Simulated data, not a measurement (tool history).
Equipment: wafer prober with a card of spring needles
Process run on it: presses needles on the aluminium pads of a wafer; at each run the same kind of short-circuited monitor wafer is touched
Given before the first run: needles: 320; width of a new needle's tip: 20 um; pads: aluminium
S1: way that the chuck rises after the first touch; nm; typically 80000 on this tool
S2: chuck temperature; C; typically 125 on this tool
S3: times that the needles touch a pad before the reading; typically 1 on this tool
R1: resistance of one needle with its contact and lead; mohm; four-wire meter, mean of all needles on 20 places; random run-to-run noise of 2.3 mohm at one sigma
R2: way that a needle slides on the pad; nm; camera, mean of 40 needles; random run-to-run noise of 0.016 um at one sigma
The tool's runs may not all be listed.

run	hour	S1	S2	S3	R1	R2
1	0	80000	125	1	263	20520
# hour 36: tips cleaned on abrasive film
# hour 69.5: tips cleaned on abrasive film
2	84.3	80000	125	1	280	20430
# hour 107.4: tips cleaned on abrasive film
# hour 142.6: tips cleaned on abrasive film
3	157.6	70000	125	1	284	17840
# hour 177.3: tips cleaned on abrasive film
# hour 211.4: tips cleaned on abrasive film
4	227.5	70000	125	1	289	17830
# hour 246.3: tips cleaned on abrasive film
# hour 278.9: tips cleaned on abrasive film
# hour 311.5: tips cleaned on abrasive film
5	320.2	80000	118	1	274	20340
# hour 344.3: tips cleaned on abrasive film
# hour 344.6: height of the first contact set anew
6	371.2	80000	51	1	269	20560
# hour 378.9: tips cleaned on abrasive film
# hour 410.8: tips cleaned on abrasive film
7	438.5	80000	51	1	272	20490
# hour 446.1: tips cleaned on abrasive film
# hour 477.5: tips cleaned on abrasive film
# hour 511.5: tips cleaned on abrasive film
8	519	80000	125	1	272	20500
# hour 548.1: tips cleaned on abrasive film
# hour 586.4: tips cleaned on abrasive film
# hour 619.1: tips cleaned on abrasive film
9	619.1	80000	27	1	237	20450
# hour 655: tips cleaned on abrasive film
10	667.4	80000	27	1	263	20430
# hour 686.2: tips cleaned on abrasive film
# hour 723.4: tips cleaned on abrasive film
11	735.1	72000	125	1	278	18350
# hour 754.8: tips cleaned on abrasive film
# hour 791: tips cleaned on abrasive film
12	795.3	72000	125	1	269	18350
# hour 823.2: tips cleaned on abrasive film
# hour 823.5: height of the first contact set anew
# hour 854.8: tips cleaned on abrasive film
13	854.8	91000	125	1	257	23360
# hour 886: tips cleaned on abrasive film
# hour 919: tips cleaned on abrasive film
14	923.9	91000	125	1	267	23340
# hour 954.7: tips cleaned on abrasive film
# hour 987.6: tips cleaned on abrasive film
# hour 1019.4: tips cleaned on abrasive film
15	1019.4	80000	125	1	262	20490
# hour 1056.5: tips cleaned on abrasive film
16	1069.9	80000	125	2	267	20470
# hour 1093.4: tips cleaned on abrasive film
# hour 1130.1: tips cleaned on abrasive film
17	1153.7	80000	125	2	272	20450
# hour 1166.4: tips cleaned on abrasive film
# hour 1197.2: tips cleaned on abrasive film
# hour 1229.8: tips cleaned on abrasive film
18	1237.4	80000	125	2	271	20370
# hour 1265.1: tips cleaned on abrasive film
# hour 1302.5: tips cleaned on abrasive film
# hour 1302.8: height of the first contact set anew
19	1311	80000	43	1	259	20530
# hour 1338.9: tips cleaned on abrasive film
20	1358.4	80000	48	1	272	20510
# hour 1372.2: tips cleaned on abrasive film
# hour 1405: tips cleaned on abrasive film
21	1417.1	72000	48	2	252	18460
# hour 1436.2: tips cleaned on abrasive film
# hour 1472.2: tips cleaned on abrasive film
22	1493.8	72000	48	2	263	18430
# hour 1506.8: tips cleaned on abrasive film
# hour 1538.2: tips cleaned on abrasive film
23	1564	64000	125	2	286	16330
# hour 1570.3: tips cleaned on abrasive film
# hour 1608.6: tips cleaned on abrasive film
24	1625.2	73000	125	1	292	18640
# hour 1642.5: tips cleaned on abrasive film
25	1671.7	80000	120	2	275	20410
# hour 1679.4: tips cleaned on abrasive film
# hour 1712.4: tips cleaned on abrasive film
26	1733.7	80000	120	2	277	20400
# hour 1745.4: tips cleaned on abrasive film
# hour 1777.2: tips cleaned on abrasive film
# hour 1777.5: height of the first contact set anew
# hour 1808.6: tips cleaned on abrasive film
27	1814.9	100000	62	2	248	25690
# hour 1845.8: tips cleaned on abrasive film
# hour 1881.8: tips cleaned on abrasive film
28	1910.9	74000	31	2	262	18970
# hour 1915.9: tips cleaned on abrasive film
# hour 1953.1: tips cleaned on abrasive film
# hour 1990.2: tips cleaned on abrasive film
29	2008.3	89000	65	2	253	22770

Measured result minus the same run's result without the hidden state. Both carry the same run-to-run variation, though not necessarily the same gauge scatter:
Hidden state present: debris on the tips, nm; way that the needles fall short of the set height, um; tips' diameter, um; drift of the gauge itself on contact_mohm, %; drift of the gauge itself on scrub_um, %.
run	R1	R2
1	+4	-70
2	+21	-100
3	+26	-130
4	+26	-150
5	+17	-200
6	+30	+0
7	+33	-30
8	+12	-70
9	+4	-120
10	+25	-130
11	+20	-160
12	+10	-180
13	+3	-10
14	+10	-40
15	+3	-90
16	+11	-110
17	+18	-130
18	+10	-180
19	+19	+0
20	+31	-10
21	+17	-50
22	+22	-70
23	+25	-110
24	+28	-130
25	+20	-140
26	+17	-180
27	+5	-10
28	+25	-40
29	+14	-100
